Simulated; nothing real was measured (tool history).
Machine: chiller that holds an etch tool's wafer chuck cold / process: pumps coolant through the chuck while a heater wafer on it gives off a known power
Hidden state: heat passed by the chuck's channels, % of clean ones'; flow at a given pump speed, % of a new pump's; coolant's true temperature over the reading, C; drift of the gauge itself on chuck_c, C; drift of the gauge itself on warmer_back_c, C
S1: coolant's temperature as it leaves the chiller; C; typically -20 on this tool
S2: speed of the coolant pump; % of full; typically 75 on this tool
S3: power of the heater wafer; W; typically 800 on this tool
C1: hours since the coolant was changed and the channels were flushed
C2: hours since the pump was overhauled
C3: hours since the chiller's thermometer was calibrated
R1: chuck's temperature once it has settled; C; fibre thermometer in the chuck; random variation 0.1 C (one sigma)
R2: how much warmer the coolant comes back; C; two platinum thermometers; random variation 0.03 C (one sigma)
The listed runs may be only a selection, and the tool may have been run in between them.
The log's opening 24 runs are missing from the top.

At day 132.3: coolant changed, channels flushed.
Run 25, day 136.929: usual settings but S2 63 % of full, S3 726 W; C1 111; C2 3567; C3 2455. Result: R1 -13 C, R2 2.12 C.
Run 26, day 141.612: usual settings but S2 66 % of full, S3 501 W; C1 224; C2 3679; C3 2567. Result: R1 -15 C, R2 1.37 C.
Run 27, day 145.012: usual settings but S1 -17 C, S2 66 % of full, S3 530 W; C1 305; C2 3761; C3 2649. Result: R1 -11.8 C, R2 1.52 C.
Run 28, day 151.604: usual settings but S1 -17 C, S2 66 % of full, S3 530 W; C1 463; C2 3919; C3 2807. Result: R1 -12 C, R2 1.51 C.
Run 29, day 158.642: usual settings but S1 -27 C, S3 536 W; C1 632; C2 4088; C3 2976. Result: R1 -22.2 C, R2 1.37 C.
Run 30, day 163.458: usual settings but S1 -27 C, S3 536 W; C1 748; C2 4204; C3 3092. Result: R1 -22.2 C, R2 1.36 C.
Run 31, day 166.85: usual settings but S1 -30 C, S2 84 % of full, S3 747 W; C1 829; C2 4285; C3 3173. Result: R1 -23.6 C, R2 1.69 C.
Run 32, day 170.858: usual settings but S1 -22 C, S3 1182 W; C1 925; C2 4381; C3 3269. Result: R1 -11.3 C, R2 3.03 C.

Alternative continuations, all from the tool just after run 32; predict every row:
Run A, day 174.758: usual settings but S1 -17 C; C1 1019; C2 4475; C3 3363. Result: R1 ?, R2 ?.
Run B, day 174.758: usual settings but S1 -10 C, S2 67 % of full, S3 650 W; C1 1019; C2 4475; C3 3363. Result: R1 ?, R2 ?.
Run C, day 174.758: usual settings but S3 524 W; C1 1019; C2 4475; C3 3363. Result: R1 ?, R2 ?.
Run D, day 174.758: usual settings but S1 -25 C, S2 82 % of full, S3 797 W; C1 1019; C2 4475; C3 3363. Result: R1 ?, R2 ?.

run     R1    R2
  A   -9.7  2.09
  B   -3.7  1.88
  C  -15.3  1.38
  D    -18  1.88
What these runs would have given with no unlogged condition in the tool:
run     R1    R2
  A  -10.7  1.85
  B   -4.5  1.66
  C    -16  1.22
  D  -18.9  1.66
